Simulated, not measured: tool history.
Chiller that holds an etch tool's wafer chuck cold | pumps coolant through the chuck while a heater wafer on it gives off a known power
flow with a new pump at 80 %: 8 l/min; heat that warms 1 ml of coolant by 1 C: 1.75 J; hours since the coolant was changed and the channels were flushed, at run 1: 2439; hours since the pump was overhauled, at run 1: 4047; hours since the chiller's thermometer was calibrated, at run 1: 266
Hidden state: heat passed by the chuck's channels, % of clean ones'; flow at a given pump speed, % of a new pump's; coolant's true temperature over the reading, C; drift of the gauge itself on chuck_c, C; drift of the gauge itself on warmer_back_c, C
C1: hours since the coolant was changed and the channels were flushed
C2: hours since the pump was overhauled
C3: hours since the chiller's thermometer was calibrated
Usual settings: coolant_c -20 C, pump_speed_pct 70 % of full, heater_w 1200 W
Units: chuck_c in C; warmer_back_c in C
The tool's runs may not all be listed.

Run 1, hour 0: usual settings; C1 2439; C2 4047; C3 266. Result: chuck_c -2.9 C, warmer_back_c 5.97 C.
Run 2, hour 141.3: usual settings; C1 2580; C2 4188; C3 407. Result: chuck_c -2.8 C, warmer_back_c 5.99 C.
Run 3, hour 339.2: usual settings; C1 2778; C2 4386; C3 605. Result: chuck_c -2.9 C, warmer_back_c 5.97 C.
Run 4, hour 537.4: usual settings; C1 2977; C2 4584; C3 803. Result: chuck_c -3.1 C, warmer_back_c 5.98 C.
Run 5, hour 696.8: usual settings but pump_speed_pct 94 % of full; C1 3136; C2 4743; C3 962. Result: chuck_c -6.5 C, warmer_back_c 4.28 C.
Run 6, hour 822.2: usual settings but pump_speed_pct 94 % of full; C1 3261; C2 4869; C3 1088. Result: chuck_c -6.6 C, warmer_back_c 4.35 C.
Run 7, hour 1017.2: usual settings; C1 3456; C2 5064; C3 1283. Result: chuck_c -3 C, warmer_back_c 6 C.
Run 8, hour 1147.4: usual settings; C1 3587; C2 5194; C3 1413. Result: chuck_c -2.7 C, warmer_back_c 5.97 C.
Run 9, hour 1329.4: usual settings but coolant_c -29 C; C1 3768; C2 5376; C3 1595. Result: chuck_c -12 C, warmer_back_c 5.95 C.
Run 10, hour 1509.2: usual settings; C1 3948; C2 5556; C3 1775. Result: chuck_c -3 C, warmer_back_c 5.95 C.
Run 11, hour 1666.7: usual settings but heater_w 1202 W; C1 4106; C2 5713; C3 1932. Result: chuck_c -3 C, warmer_back_c 5.94 C.
Run 12, hour 1757: usual settings but heater_w 1202 W; C1 4196; C2 5804; C3 2022. Result: chuck_c -2.7 C, warmer_back_c 5.97 C.
Run 13, hour 1852.7: usual settings but heater_w 1202 W; C1 4292; C2 5899; C3 2118. Result: chuck_c -2.9 C, warmer_back_c 5.96 C.
Run 14, hour 2041.1: usual settings but pump_speed_pct 65 % of full, heater_w 1202 W; C1 4480; C2 6088; C3 2307. Result: chuck_c -1.9 C, warmer_back_c 6.5 C.
Run 15, hour 2249.3: usual settings but coolant_c -15 C, pump_speed_pct 68 % of full, heater_w 1711 W; C1 4688; C2 6296; C3 2515. Result: chuck_c 10.2 C, warmer_back_c 8.78 C.
Run 16, hour 2375.2: usual settings but pump_speed_pct 69 % of full, heater_w 1405 W; C1 4814; C2 6422; C3 2641. Result: chuck_c 0.3 C, warmer_back_c 7.15 C.
Run 17, hour 2464.5: usual settings but pump_speed_pct 69 % of full, heater_w 1405 W; C1 4904; C2 6511; C3 2730. Result: chuck_c 0.1 C, warmer_back_c 7.12 C.
At hour 2592.5: chiller's thermometer calibrated.
Run 18, hour 2666.6: usual settings but pump_speed_pct 69 % of full, heater_w 1405 W; C1 5105; C2 6712; C3 74. Result: chuck_c 0.4 C, warmer_back_c 7.06 C.
Run 19, hour 2824.5: usual settings but coolant_c -25 C, pump_speed_pct 75 % of full, heater_w 614 W; C1 5263; C2 6870; C3 232. Result: chuck_c -16.7 C, warmer_back_c 2.82 C.
Run 20, hour 3014.4: usual settings but coolant_c -25 C, pump_speed_pct 75 % of full, heater_w 614 W; C1 5452; C2 7060; C3 422. Result: chuck_c -16.7 C, warmer_back_c 2.84 C.
Run 21, hour 3140.8: usual settings but coolant_c -27 C, pump_speed_pct 73 % of full, heater_w 1728 W; C1 5579; C2 7186; C3 548. Result: chuck_c -3.2 C, warmer_back_c 8.21 C.
Run 22, hour 3245.4: usual settings but pump_speed_pct 62 % of full, heater_w 1236 W; C1 5684; C2 7291; C3 653. Result: chuck_c -0.6 C, warmer_back_c 6.99 C.
Run 23, hour 3439.9: usual settings but pump_speed_pct 62 % of full, heater_w 1236 W; C1 5878; C2 7485; C3 847. Result: chuck_c -0.7 C, warmer_back_c 7.05 C.
Run 24, hour 3645.7: usual settings but coolant_c -16 C, heater_w 635 W; C1 6084; C2 7691; C3 1053. Result: chuck_c -7.1 C, warmer_back_c 3.19 C.
Run 25, hour 3836.4: usual settings but coolant_c -16 C, heater_w 635 W; C1 6275; C2 7882; C3 1244. Result: chuck_c -6.9 C, warmer_back_c 3.2 C.
At hour 3894.6: coolant changed, channels flushed.
Run 26, hour 4021.2: usual settings but coolant_c -16 C, heater_w 635 W; C1 127; C2 8061; C3 1423. Result: chuck_c -7 C, warmer_back_c 3.11 C.
Run 27, hour 4199.8: usual settings but coolant_c -16 C, pump_speed_pct 61 % of full, heater_w 1724 W; C1 305; C2 8239; C3 1601. Result: chuck_c 11.5 C, warmer_back_c 9.89 C.

How the hidden state differs across the entries between the runs, from the last listed run before each to the first after it:
Between runs 17 and 18: chiller's thermometer calibrated (hour 2592.5)
  no hidden state differs between the two runs
Between runs 25 and 26: coolant changed, channels flushed (hour 3894.6)
  heat passed by the chuck's channels, % of clean ones': 99.9 -> 100
